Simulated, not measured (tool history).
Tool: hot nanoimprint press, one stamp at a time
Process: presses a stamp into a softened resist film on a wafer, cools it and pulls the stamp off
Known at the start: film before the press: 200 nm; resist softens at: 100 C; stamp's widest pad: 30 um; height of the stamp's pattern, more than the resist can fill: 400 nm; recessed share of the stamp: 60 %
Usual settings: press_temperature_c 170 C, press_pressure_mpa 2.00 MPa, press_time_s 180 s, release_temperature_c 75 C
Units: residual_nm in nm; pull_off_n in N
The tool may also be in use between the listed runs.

| run | hour | press_temperature_c | press_pressure_mpa | press_time_s | release_temperature_c | residual_nm | pull_off_n |
|---|---|---|---|---|---|---|---|
| 1 | 0.0 | 170 | 2.00 | 180 | 75 | 91.9 | 238 |
| 2 | 38.6 | 170 | 2.00 | 180 | 75 | 92.2 | 249 |
| 3 | 80.3 | 170 | 2.00 | 180 | 75 | 92.0 | 240 |
|  | 106.5 | plate thermocouple calibrated |
| 4 | 121.8 | 170 | 2.00 | 180 | 75 | 91.0 | 263 |
| 5 | 151.7 | 170 | 2.00 | 180 | 75 | 90.6 | 256 |
| 6 | 197.0 | 170 | 2.00 | 180 | 75 | 91.0 | 262 |
|  | 247.2 | press's hydraulic seals changed and the load cell set to zero |
| 7 | 271.1 | 170 | 2.00 | 180 | 75 | 89.6 | 266 |
| 8 | 322.2 | 170 | 2.00 | 180 | 80 | 89.8 | 255 |
| 9 | 380.9 | 170 | 2.00 | 180 | 80 | 89.7 | 265 |
| 10 | 439.0 | 170 | 2.00 | 180 | 80 | 90.4 | 277 |
| 11 | 497.7 | 170 | 1.40 | 180 | 75 | 105.0 | 303 |
|  | 531.5 | stamp cleaned and given a new release coat |
| 12 | 540.1 | 170 | 1.40 | 180 | 75 | 105.4 | 203 |
| 13 | 584.9 | 170 | 1.40 | 180 | 75 | 105.0 | 212 |
| 14 | 640.2 | 170 | 1.40 | 180 | 75 | 105.2 | 219 |
| 15 | 675.9 | 170 | 2.09 | 180 | 75 | 88.6 | 227 |
| 16 | 736.7 | 170 | 2.09 | 180 | 75 | 88.9 | 227 |
| 17 | 774.9 | 165 | 1.50 | 98 | 75 | 139.2 | 237 |
| 18 | 825.1 | 160 | 1.50 | 98 | 66 | 153.4 | 268 |
| 19 | 855.9 | 170 | 1.95 | 171 | 74 | 93.6 | 263 |
| 20 | 889.1 | 170 | 1.95 | 171 | 74 | 93.8 | 256 |
| 21 | 943.8 | 170 | 1.95 | 171 | 74 | 94.0 | 269 |
| 22 | 977.8 | 179 | 1.95 | 201 | 79 | 69.2 | 258 |
| 23 | 1035.9 | 166 | 2.62 | 106 | 79 | 110.8 | 256 |
| 24 | 1074.6 | 166 | 2.62 | 106 | 79 | 110.7 | 266 |
| 25 | 1112.8 | 166 | 2.62 | 106 | 79 | 110.5 | 272 |
| 26 | 1173.1 | 166 | 2.62 | 106 | 79 | 110.7 | 273 |
|  | 1228.0 | plate thermocouple calibrated |
| 27 | 1237.9 | 170 | 1.54 | 180 | 83 | 101.2 | 270 |
| 28 | 1279.0 | 170 | 1.54 | 113 | 83 | 117.6 | 272 |
|  | 1288.3 | stamp cleaned and given a new release coat |
| 29 | 1337.2 | 182 | 1.41 | 107 | 66 | 94.1 | 245 |
| 30 | 1369.2 | 182 | 1.41 | 106 | 66 | 94.3 | 249 |
| 31 | 1400.3 | 170 | 1.93 | 180 | 64 | 92.2 | 251 |

3 ways to go on from here, each from the tool as it stands after run 31. What would each give?
| A | 1460.7 | 170 | 1.37 | 140 | 61 | ? | ? |
| B | 1460.7 | 178 | 1.63 | 119 | 75 | ? | ? |
| C | 1460.7 | 170 | 2.00 | 180 | 83 | ? | ? |

| run | residual_nm | pull_off_n |
|---|---|---|
| A | 115.3 | 277 |
| B | 93.9 | 216 |
| C | 91.1 | 197 |
Without the tool's hidden state the same runs would have given:
| run | residual_nm | pull_off_n |
|---|---|---|
| A | 113.9 | 250 |
| B | 92.6 | 195 |
| C | 89.5 | 178 |
